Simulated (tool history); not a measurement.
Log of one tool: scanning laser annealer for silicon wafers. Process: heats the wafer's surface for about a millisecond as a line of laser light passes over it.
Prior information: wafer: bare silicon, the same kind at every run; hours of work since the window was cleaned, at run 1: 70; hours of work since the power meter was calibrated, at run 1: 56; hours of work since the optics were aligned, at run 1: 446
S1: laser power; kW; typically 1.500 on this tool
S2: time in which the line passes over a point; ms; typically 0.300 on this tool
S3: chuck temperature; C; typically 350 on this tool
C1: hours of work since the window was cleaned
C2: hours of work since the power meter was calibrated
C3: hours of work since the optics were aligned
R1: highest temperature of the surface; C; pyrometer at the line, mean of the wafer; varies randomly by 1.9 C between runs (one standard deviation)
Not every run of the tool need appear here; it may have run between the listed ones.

Run 1, hour 0.0: usual settings; C1 70; C2 56; C3 446. Result: R1 1156 C.
Run 2, hour 7.2: usual settings; C1 74; C2 59; C3 449. Result: R1 1158 C.
Run 3, hour 17.1: usual settings but S2 0.351 ms; C1 78; C2 64; C3 454. Result: R1 1221 C.
Run 4, hour 25.2: usual settings but S2 0.351 ms; C1 82; C2 68; C3 458. Result: R1 1223 C.
Run 5, hour 32.0: usual settings but S2 0.351 ms; C1 85; C2 71; C3 461. Result: R1 1221 C.
Run 6, hour 41.9: usual settings but S2 0.351 ms; C1 90; C2 76; C3 466. Result: R1 1219 C.
Run 7, hour 48.1: usual settings but S2 0.351 ms; C1 93; C2 79; C3 469. Result: R1 1220 C.
Run 8, hour 53.4: usual settings but S3 326 C; C1 96; C2 81; C3 471. Result: R1 1134 C.
Run 9, hour 60.4: usual settings but S3 326 C; C1 99; C2 85; C3 475. Result: R1 1135 C.
Run 10, hour 68.7: usual settings; C1 103; C2 89; C3 479. Result: R1 1156 C.
Run 11, hour 74.1: usual settings; C1 105; C2 91; C3 481. Result: R1 1157 C.
Run 12, hour 80.3: usual settings but S2 0.258 ms; C1 108; C2 94; C3 484. Result: R1 1099 C.
Run 13, hour 89.7: usual settings but S2 0.258 ms; C1 113; C2 99; C3 489. Result: R1 1102 C.
Run 14, hour 100.5: usual settings but S2 0.258 ms; C1 118; C2 104; C3 494. Result: R1 1099 C.
Run 15, hour 110.3: usual settings; C1 122; C2 108; C3 498. Result: R1 1155 C.
Run 16, hour 119.1: usual settings; C1 127; C2 113; C3 502. Result: R1 1155 C.
Run 17, hour 124.7: usual settings; C1 129; C2 115; C3 505. Result: R1 1158 C.
Run 18, hour 130.6: usual settings; C1 132; C2 118; C3 508. Result: R1 1155 C.
Run 19, hour 139.1: usual settings but S3 325 C; C1 136; C2 122; C3 512. Result: R1 1132 C.
Run 20, hour 144.3: usual settings but S3 312 C; C1 139; C2 124; C3 514. Result: R1 1122 C.
Run 21, hour 152.7: usual settings; C1 143; C2 128; C3 518. Result: R1 1157 C.
Run 22, hour 163.6: usual settings but S1 1.378 kW, S2 0.258 ms, S3 333 C; C1 148; C2 134; C3 524. Result: R1 1022 C.
Run 23, hour 168.2: usual settings but S1 1.378 kW, S2 0.258 ms, S3 333 C; C1 150; C2 136; C3 526. Result: R1 1024 C.
Run 24, hour 173.8: usual settings but S1 1.346 kW, S2 0.225 ms, S3 333 C; C1 153; C2 138; C3 528. Result: R1 966 C.
Run 25, hour 180.4: usual settings but S1 1.346 kW, S2 0.225 ms, S3 333 C; C1 156; C2 142; C3 531. Result: R1 965 C.
Run 26, hour 189.0: usual settings but S1 1.530 kW, S2 0.276 ms, S3 361 C; C1 160; C2 146; C3 536. Result: R1 1151 C.
Run 27, hour 199.5: usual settings but S1 1.530 kW, S2 0.276 ms, S3 361 C; C1 165; C2 151; C3 541. Result: R1 1151 C.
Run 28, hour 206.6: usual settings but S1 1.530 kW, S2 0.276 ms, S3 361 C; C1 168; C2 154; C3 544. Result: R1 1153 C.
Run 29, hour 212.4: usual settings but S1 1.530 kW, S2 0.276 ms, S3 361 C; C1 171; C2 157; C3 547. Result: R1 1150 C.
Run 30, hour 220.2: usual settings but S1 1.290 kW, S2 0.358 ms, S3 356 C; C1 175; C2 160; C3 550. Result: R1 1117 C.
Run 31, hour 230.4: usual settings but S1 1.440 kW, S2 0.248 ms; C1 179; C2 165; C3 555. Result: R1 1057 C.
Run 32, hour 235.7: usual settings but S1 1.428 kW; C1 182; C2 168; C3 558. Result: R1 1117 C.
Run 33, hour 243.2: usual settings but S2 0.258 ms, S3 343 C; C1 186; C2 171; C3 561. Result: R1 1095 C.
Run 34, hour 248.5: usual settings but S2 0.258 ms, S3 343 C; C1 188; C2 174; C3 564. Result: R1 1094 C.
Run 35, hour 258.4: usual settings but S2 0.258 ms, S3 343 C; C1 193; C2 179; C3 568. Result: R1 1095 C.
Run 36, hour 265.6: usual settings but S1 1.554 kW, S2 0.258 ms, S3 343 C; C1 196; C2 182; C3 572. Result: R1 1121 C.
Run 37, hour 273.3: usual settings but S1 1.554 kW, S2 0.268 ms, S3 366 C; C1 200; C2 186; C3 576. Result: R1 1159 C.
Run 38, hour 279.9: usual settings but S2 0.369 ms; C1 203; C2 189; C3 579. Result: R1 1241 C.
Run 39, hour 285.3: usual settings but S1 1.618 kW, S2 0.358 ms, S3 340 C; C1 205; C2 191; C3 581. Result: R1 1285 C.
Run 40, hour 293.0: usual settings but S1 1.618 kW, S2 0.358 ms, S3 327 C; C1 209; C2 195; C3 585. Result: R1 1275 C.
Run 41, hour 301.3: usual settings but S1 1.618 kW, S2 0.358 ms, S3 327 C; C1 213; C2 199; C3 589. Result: R1 1273 C.

What if the next run were any one of these 4? Each begins from the tool's condition after run 41:
Run A, hour 310.8: usual settings but S1 1.618 kW, S2 0.363 ms, S3 327 C; C1 218; C2 203; C3 593. Result: R1 ?.
Run B, hour 310.8: usual settings but S1 1.618 kW, S2 0.329 ms, S3 312 C; C1 218; C2 203; C3 593. Result: R1 ?.
Run C, hour 310.8: usual settings but S1 1.618 kW, S2 0.324 ms, S3 327 C; C1 218; C2 203; C3 593. Result: R1 ?.
Run D, hour 310.8: usual settings but S1 1.605 kW, S2 0.278 ms, S3 320 C; C1 218; C2 203; C3 593. Result: R1 ?.

run    R1
  A  1278
  B  1222
  C  1231
  D  1151
The same runs, with their run-to-run variation unchanged, on a tool lacking any hidden condition would have given:
run    R1
  A  1280
  B  1223
  C  1233
  D  1153
